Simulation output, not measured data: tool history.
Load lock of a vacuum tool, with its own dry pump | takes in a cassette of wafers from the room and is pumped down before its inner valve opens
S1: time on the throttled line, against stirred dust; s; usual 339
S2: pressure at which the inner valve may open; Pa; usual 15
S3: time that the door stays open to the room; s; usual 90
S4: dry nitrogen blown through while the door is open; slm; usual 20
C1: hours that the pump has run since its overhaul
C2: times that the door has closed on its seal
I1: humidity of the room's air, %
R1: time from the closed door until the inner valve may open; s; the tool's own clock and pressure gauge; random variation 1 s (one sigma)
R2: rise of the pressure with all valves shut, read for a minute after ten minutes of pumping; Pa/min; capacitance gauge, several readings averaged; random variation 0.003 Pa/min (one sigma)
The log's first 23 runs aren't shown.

{"run": 24, "hour": 3430.5, "S1": 613, "S2": 15, "S3": 110, "S4": 9, "C1": 7044, "C2": 24295, "I1": 47.6, "R1": 723.4, "R2": 0.095}
{"run": 25, "hour": 3512.4, "S1": 254, "S2": 15, "S3": 49, "S4": 9, "C1": 7126, "C2": 24659, "I1": 42.8, "R1": 401.8, "R2": 0.073}
{"run": 26, "hour": 3696.1, "S1": 399, "S2": 15, "S3": 56, "S4": 19, "C1": 7309, "C2": 25476, "I1": 49.7, "R1": 534.1, "R2": 0.073}
{"run": 27, "hour": 3880.2, "S1": 339, "S2": 15, "S3": 90, "S4": 12, "C1": 7493, "C2": 26295, "I1": 46.8, "R1": 480.5, "R2": 0.087}
{"run": 28, "hour": 4000.9, "S1": 261, "S2": 25, "S3": 122, "S4": 22, "C1": 7614, "C2": 26831, "I1": 42.6, "R1": 398.1, "R2": 0.087}
{"run": 29, "hour": 4179.2, "S1": 201, "S2": 25, "S3": 122, "S4": 17, "C1": 7792, "C2": 27624, "I1": 46.6, "R1": 345, "R2": 0.101}
{"run": 30, "hour": 4271.2, "S1": 201, "S2": 25, "S3": 122, "S4": 17, "C1": 7884, "C2": 28033, "I1": 48.4, "R1": 346.7, "R2": 0.101}
{"run": 31, "hour": 4442.5, "S1": 534, "S2": 15, "S3": 164, "S4": 20, "C1": 8056, "C2": 28795, "I1": 46.8, "R1": 657.2, "R2": 0.109}
{"run": 32, "hour": 4595.1, "S1": 534, "S2": 15, "S3": 164, "S4": 20, "C1": 8208, "C2": 29473, "I1": 46, "R1": 656.6, "R2": 0.108}
{"run": 33, "hour": 4756.5, "S1": 545, "S2": 15, "S3": 90, "S4": 20, "C1": 8370, "C2": 30190, "I1": 38.3, "R1": 664.1, "R2": 0.086}
{"run": 34, "hour": 4949.6, "S1": 545, "S2": 26, "S3": 90, "S4": 20, "C1": 8563, "C2": 31049, "I1": 42.3, "R1": 651.5, "R2": 0.096}
{"run": 35, "hour": 5087.6, "S1": 378, "S2": 25, "S3": 90, "S4": 6, "C1": 8701, "C2": 31663, "I1": 43.9, "R1": 504.4, "R2": 0.11}
{"run": 36, "hour": 5219.4, "S1": 522, "S2": 25, "S3": 90, "S4": 6, "C1": 8833, "C2": 32248, "I1": 46.8, "R1": 634.1, "R2": 0.11}

4 ways to go on from here, each from the tool as it stands after run 36. What would each give?
{"run": "A", "hour": 5356.6, "S1": 522, "S2": 17, "S3": 90, "S4": 28, "C1": 8970, "C2": 32859, "I1": 47.8, "R1": "?", "R2": "?"}
{"run": "B", "hour": 5356.6, "S1": 431, "S2": 20, "S3": 77, "S4": 6, "C1": 8970, "C2": 32859, "I1": 46, "R1": "?", "R2": "?"}
{"run": "C", "hour": 5356.6, "S1": 179, "S2": 15, "S3": 133, "S4": 5, "C1": 8970, "C2": 32859, "I1": 46.6, "R1": "?", "R2": "?"}
{"run": "D", "hour": 5356.6, "S1": 207, "S2": 25, "S3": 90, "S4": 37, "C1": 8970, "C2": 32859, "I1": 43.3, "R1": "?", "R2": "?"}

run=A R1=642.9 R2=0.099
run=B R1=557.8 R2=0.111
run=C R1=337.3 R2=0.128
run=D R1=353 R2=0.085
Without the tool's hidden state the same runs would have given:
run=A R1=634.6 R2=0.044
run=B R1=549 R2=0.055
run=C R1=326.4 R2=0.072
run=D R1=342.9 R2=0.029
